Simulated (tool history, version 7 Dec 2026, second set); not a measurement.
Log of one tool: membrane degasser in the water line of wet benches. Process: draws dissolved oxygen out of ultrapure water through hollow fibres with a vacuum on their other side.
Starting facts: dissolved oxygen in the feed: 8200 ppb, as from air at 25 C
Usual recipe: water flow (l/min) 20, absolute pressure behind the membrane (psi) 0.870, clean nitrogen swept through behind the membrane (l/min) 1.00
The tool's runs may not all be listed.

run,hour,water flow (l/min),absolute pressure behind the membrane (psi),clean nitrogen swept through behind the membrane (l/min),dissolved oxygen in the water behind the degasser (ppb),pressure that the water loses in the fibres (psi)
1,0.0,20,0.870,1.00,134.2,7.169
2,283.3,20,0.870,1.00,132.7,7.174
3,535.9,20,0.870,1.00,136.0,7.127
4,855.8,20,0.870,1.00,135.1,7.156
5,1154.0,20,0.870,1.00,133.1,7.188
6,1322.9,20,0.870,1.00,135.5,7.278
7,1464.6,20,0.870,1.00,135.9,7.242
8,1799.2,20,0.870,1.00,135.4,7.240
9,2142.0,20,0.870,1.00,136.2,7.259
10,2368.7,20,0.870,1.00,133.8,7.211
# hour 2497.4: vacuum gauge calibrated
11,2594.4,20,0.870,1.00,133.6,7.265
12,2872.3,20,0.870,1.00,133.2,7.308
13,3145.9,20,0.870,1.00,130.8,7.252
14,3377.7,20,0.870,1.00,132.4,7.297
15,3563.5,29,0.834,0.63,260.7,10.650
16,3815.3,29,0.834,0.63,260.7,10.634
17,4015.4,13,2.087,1.00,331.2,4.767
18,4346.7,25,1.052,0.43,437.1,9.207
19,4670.6,29,1.549,0.64,662.2,10.611
20,4826.7,29,1.549,0.64,661.1,10.691
21,4977.0,29,1.549,0.64,663.1,10.679
22,5230.7,17,0.934,0.53,219.8,6.327
23,5441.1,17,0.934,0.53,221.5,6.240
24,5772.8,16,1.449,2.02,133.7,5.986
25,5933.8,15,1.092,0.77,194.5,5.555
26,6165.8,15,1.092,0.77,195.2,5.575
27,6397.7,24,1.833,1.55,350.7,8.944

What if the next run were any one of these 5? Each begins from the tool's condition after run 27:
A,6586.0,16,1.833,1.69,?,?
B,6586.0,23,0.986,1.81,?,?
C,6586.0,18,1.764,1.78,?,?
D,6586.0,25,1.833,0.42,?,?
E,6586.0,20,0.870,1.37,?,?

run,dissolved oxygen in the water behind the degasser (ppb),pressure that the water loses in the fibres (psi)
A,215.5,5.994
B,122.2,8.599
C,220.5,6.718
D,939.9,9.339
E,103.9,7.493
Had the tool no hidden state, the same runs would have come out as:
run,dissolved oxygen in the water behind the degasser (ppb),pressure that the water loses in the fibres (psi)
A,209.5,5.423
B,111.5,7.777
C,213.6,6.074
D,923.1,8.443
E,95.5,6.779
